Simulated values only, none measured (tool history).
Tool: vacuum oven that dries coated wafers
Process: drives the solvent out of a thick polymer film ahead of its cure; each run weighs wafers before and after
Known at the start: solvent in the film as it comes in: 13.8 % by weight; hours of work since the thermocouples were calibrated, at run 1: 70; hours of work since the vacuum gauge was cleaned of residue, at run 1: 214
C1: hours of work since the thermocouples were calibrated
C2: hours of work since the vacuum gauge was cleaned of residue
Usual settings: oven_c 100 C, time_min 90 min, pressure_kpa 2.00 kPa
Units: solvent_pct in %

run 1 hour=0.0 | oven_c=100 time_min=90 pressure_kpa=2.00 | C1=70 C2=214 | solvent_pct=2.62
run 2 hour=6.7 | oven_c=100 time_min=90 pressure_kpa=2.00 | C1=74 C2=219 | solvent_pct=2.68
run 3 hour=18.4 | oven_c=100 time_min=90 pressure_kpa=2.00 | C1=82 C2=227 | solvent_pct=2.68
run 4 hour=27.7 | oven_c=100 time_min=90 pressure_kpa=2.00 | C1=89 C2=233 | solvent_pct=2.65
run 5 hour=34.0 | oven_c=88 time_min=90 pressure_kpa=2.00 | C1=93 C2=238 | solvent_pct=5.04
run 6 hour=46.8 | oven_c=88 time_min=90 pressure_kpa=2.00 | C1=102 C2=247 | solvent_pct=5.07
run 7 hour=57.6 | oven_c=88 time_min=90 pressure_kpa=2.00 | C1=110 C2=254 | solvent_pct=5.02
run 8 hour=67.7 | oven_c=88 time_min=90 pressure_kpa=2.00 | C1=117 C2=261 | solvent_pct=5.10
run 9 hour=77.6 | oven_c=88 time_min=90 pressure_kpa=2.00 | C1=124 C2=268 | solvent_pct=5.06
run 10 hour=84.4 | oven_c=88 time_min=90 pressure_kpa=2.00 | C1=128 C2=273 | solvent_pct=5.06
run 11 hour=99.5 | oven_c=98 time_min=90 pressure_kpa=2.00 | C1=139 C2=283 | solvent_pct=3.03
run 12 hour=110.3 | oven_c=98 time_min=90 pressure_kpa=2.00 | C1=147 C2=291 | solvent_pct=3.04
run 13 hour=118.7 | oven_c=98 time_min=90 pressure_kpa=6.17 | C1=152 C2=297 | solvent_pct=5.41
run 14 hour=126.9 | oven_c=104 time_min=90 pressure_kpa=7.92 | C1=158 C2=303 | solvent_pct=4.88
run 15 hour=135.4 | oven_c=104 time_min=90 pressure_kpa=7.92 | C1=164 C2=308 | solvent_pct=4.92
run 16 hour=143.1 | oven_c=105 time_min=118 pressure_kpa=7.92 | C1=169 C2=314 | solvent_pct=4.40
run 17 hour=154.4 | oven_c=105 time_min=118 pressure_kpa=7.92 | C1=177 C2=322 | solvent_pct=4.34
run 18 hour=167.8 | oven_c=105 time_min=118 pressure_kpa=7.92 | C1=187 C2=331 | solvent_pct=4.32
run 19 hour=177.1 | oven_c=101 time_min=90 pressure_kpa=5.21 | C1=193 C2=338 | solvent_pct=4.25
run 20 hour=183.4 | oven_c=100 time_min=81 pressure_kpa=2.00 | C1=198 C2=342 | solvent_pct=3.03
run 21 hour=192.5 | oven_c=100 time_min=81 pressure_kpa=2.00 | C1=204 C2=348 | solvent_pct=3.00
run 22 hour=201.0 | oven_c=91 time_min=102 pressure_kpa=5.45 | C1=210 C2=354 | solvent_pct=6.38
run 23 hour=216.1 | oven_c=102 time_min=58 pressure_kpa=1.12 | C1=220 C2=365 | solvent_pct=3.35
run 24 hour=230.1 | oven_c=102 time_min=58 pressure_kpa=1.12 | C1=230 C2=375 | solvent_pct=3.36

Forecast each of these 5 alternatives for the next run:
run A hour=240.6 | oven_c=94 time_min=108 pressure_kpa=2.00 | C1=237 C2=382 | solvent_pct=?
run B hour=240.6 | oven_c=100 time_min=49 pressure_kpa=1.12 | C1=237 C2=382 | solvent_pct=?
run C hour=240.6 | oven_c=101 time_min=99 pressure_kpa=1.12 | C1=237 C2=382 | solvent_pct=?
run D hour=240.6 | oven_c=100 time_min=141 pressure_kpa=2.00 | C1=237 C2=382 | solvent_pct=?
run E hour=240.6 | oven_c=96 time_min=98 pressure_kpa=4.02 | C1=237 C2=382 | solvent_pct=?

run=A solvent_pct=3.26
run=B solvent_pct=4.50
run=C solvent_pct=1.85
run=D solvent_pct=1.73
run=E solvent_pct=4.39
Without the tool's hidden state the same runs would have given:
run=A solvent_pct=3.07
run=B solvent_pct=4.31
run=C solvent_pct=1.71
run=D solvent_pct=1.61
run=E solvent_pct=4.18

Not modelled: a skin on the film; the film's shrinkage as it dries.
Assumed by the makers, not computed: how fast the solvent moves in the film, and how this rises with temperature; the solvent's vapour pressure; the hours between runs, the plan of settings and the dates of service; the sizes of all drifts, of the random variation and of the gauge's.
